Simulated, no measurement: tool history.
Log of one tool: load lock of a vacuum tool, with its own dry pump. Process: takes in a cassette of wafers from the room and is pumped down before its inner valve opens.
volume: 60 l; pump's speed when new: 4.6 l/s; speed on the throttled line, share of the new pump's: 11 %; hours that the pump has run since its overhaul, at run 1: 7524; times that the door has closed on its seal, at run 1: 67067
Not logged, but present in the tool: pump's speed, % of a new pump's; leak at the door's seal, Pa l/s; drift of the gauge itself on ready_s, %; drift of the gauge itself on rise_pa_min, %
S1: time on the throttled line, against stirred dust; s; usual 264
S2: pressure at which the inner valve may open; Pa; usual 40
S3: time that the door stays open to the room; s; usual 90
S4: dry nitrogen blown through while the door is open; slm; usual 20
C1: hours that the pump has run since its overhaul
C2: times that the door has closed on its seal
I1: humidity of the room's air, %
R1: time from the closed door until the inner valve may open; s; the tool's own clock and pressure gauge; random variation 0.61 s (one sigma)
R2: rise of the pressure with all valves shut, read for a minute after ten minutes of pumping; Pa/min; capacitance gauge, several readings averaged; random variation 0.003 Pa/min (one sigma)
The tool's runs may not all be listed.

run 1 hour=0.0 | S1=264 S2=40 S3=90 S4=20 | C1=7524 C2=67067 | I1=48.3 | R1=338.1 R2=0.046
run 2 hour=259.7 | S1=264 S2=40 S3=90 S4=20 | C1=7784 C2=68070 | I1=45.0 | R1=338.0 R2=0.035
run 3 hour=476.2 | S1=264 S2=40 S3=32 S4=20 | C1=8000 C2=68906 | I1=44.5 | R1=338.8 R2=0.017
run 4 hour=722.8 | S1=264 S2=40 S3=32 S4=20 | C1=8247 C2=69857 | I1=44.6 | R1=338.4 R2=0.021
run 5 hour=975.8 | S1=264 S2=40 S3=32 S4=20 | C1=8500 C2=70834 | I1=46.3 | R1=338.5 R2=0.019
run 6 hour=1168.5 | S1=264 S2=40 S3=90 S4=20 | C1=8693 C2=71578 | I1=45.5 | R1=338.2 R2=0.039
run 7 hour=1394.5 | S1=264 S2=40 S3=130 S4=20 | C1=8919 C2=72450 | I1=44.6 | R1=338.2 R2=0.048
run 8 hour=1557.0 | S1=264 S2=40 S3=90 S4=20 | C1=9081 C2=73077 | I1=42.0 | R1=338.2 R2=0.030
run 9 hour=1664.7 | S1=264 S2=40 S3=90 S4=18 | C1=9189 C2=73493 | I1=46.2 | R1=339.3 R2=0.037
run 10 hour=1833.9 | S1=264 S2=40 S3=90 S4=18 | C1=9358 C2=74146 | I1=48.4 | R1=338.1 R2=0.046
-- hour=1960.9 door's seal changed, seat wiped
run 11 hour=2080.1 | S1=264 S2=53 S3=90 S4=20 | C1=9603 C2=460 | I1=44.9 | R1=335.0 R2=0.037
run 12 hour=2241.0 | S1=264 S2=53 S3=90 S4=20 | C1=9764 C2=1082 | I1=45.6 | R1=334.9 R2=0.035
run 13 hour=2354.8 | S1=264 S2=53 S3=90 S4=20 | C1=9877 C2=1521 | I1=47.3 | R1=334.4 R2=0.034
run 14 hour=2561.5 | S1=264 S2=53 S3=90 S4=20 | C1=10084 C2=2319 | I1=47.3 | R1=334.4 R2=0.041
run 15 hour=2726.7 | S1=485 S2=37 S3=90 S4=20 | C1=10249 C2=2956 | I1=45.1 | R1=537.5 R2=0.037

What does the tool deliver on the next run?
run 16 hour=2883.2 | S1=485 S2=37 S3=90 S4=20 | C1=10406 C2=3560 | I1=43.5 | R1=? R2=?

Logged for run 16: R1 538.5 s, R2 0.038 Pa/min.
On a tool with no hidden condition, and with the same random variation, this run would have come out at R1 538.4 s, R2 0.038 Pa/min.
